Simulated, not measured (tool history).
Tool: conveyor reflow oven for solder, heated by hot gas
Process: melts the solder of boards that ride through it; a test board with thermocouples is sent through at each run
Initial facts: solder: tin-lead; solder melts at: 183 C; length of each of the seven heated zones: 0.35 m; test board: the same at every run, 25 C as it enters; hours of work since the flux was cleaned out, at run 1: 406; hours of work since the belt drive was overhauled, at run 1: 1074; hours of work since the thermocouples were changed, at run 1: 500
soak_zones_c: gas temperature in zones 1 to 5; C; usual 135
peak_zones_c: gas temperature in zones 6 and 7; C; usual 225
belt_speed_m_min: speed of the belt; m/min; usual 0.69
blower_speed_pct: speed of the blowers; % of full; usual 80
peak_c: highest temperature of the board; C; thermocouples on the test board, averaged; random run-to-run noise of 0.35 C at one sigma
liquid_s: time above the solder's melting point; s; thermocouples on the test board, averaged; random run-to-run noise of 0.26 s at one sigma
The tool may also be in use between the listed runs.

run   hour  soak_zones_c  peak_zones_c  belt_speed_m_min  blower_speed_pct  hours of work since the flux was cleaned out  hours of work since the belt drive was overhauled  hours of work since the thermocouples were changed  peak_c  liquid_s
  1      0           135           225              0.69                80                                           406                                               1074                                                 500   212.8      43.9
      50.6  -- flux residue cleaned out of gas plates and filters
  2   70.6           135           225              0.69                80                                            12                                               1112                                                 538   215.4      46.7
  3  139.9           135           225              0.69                80                                            52                                               1152                                                 577   215.5      46.8
  4  175.4           135           225              0.69                54                                            72                                               1172                                                 598   207.9      39.3
  5  222.7           135           225              0.69                50                                            99                                               1200                                                 625   206.6      37.8
  6  268.7           135           225              0.69                50                                           126                                               1226                                                 652     207      37.6
  7  304.7           143           225              0.69                80                                           147                                               1247                                                 672   215.5      49.2
  8    358           143           225              0.69                80                                           177                                               1278                                                 703   215.4      48.9
  9  424.9           143           225              0.69                80                                           216                                               1316                                                 742   214.9      49.2
 10  480.8           143           225              0.69                80                                           248                                               1349                                                 774   215.1      48.7
 11  533.3           143           223              0.69                80                                           278                                               1379                                                 804   212.9      47.5
 12  572.3           143           223              0.69                80                                           301                                               1401                                                 827   212.4      47.4
 13  605.7           135           225              0.69                80                                           320                                               1421                                                 846   212.9      45.3
 14  684.8           135           225              0.69                80                                           366                                               1466                                                 892   213.3      45.4
 15  728.7           135           225             0.816                80                                           391                                               1491                                                 917   209.1      34.2

Predict the results of run 16:
 16  762.7           137           217             0.551                67                                           411                                               1511                                                 936       ?         ?

Run 16 measured peak_c 208.4 C, liquid_s 55.1 s.
Take away the tool's hidden state, keep the run-to-run variation as it was, and the same run would have given peak_c 210.3 C, liquid_s 55 s.

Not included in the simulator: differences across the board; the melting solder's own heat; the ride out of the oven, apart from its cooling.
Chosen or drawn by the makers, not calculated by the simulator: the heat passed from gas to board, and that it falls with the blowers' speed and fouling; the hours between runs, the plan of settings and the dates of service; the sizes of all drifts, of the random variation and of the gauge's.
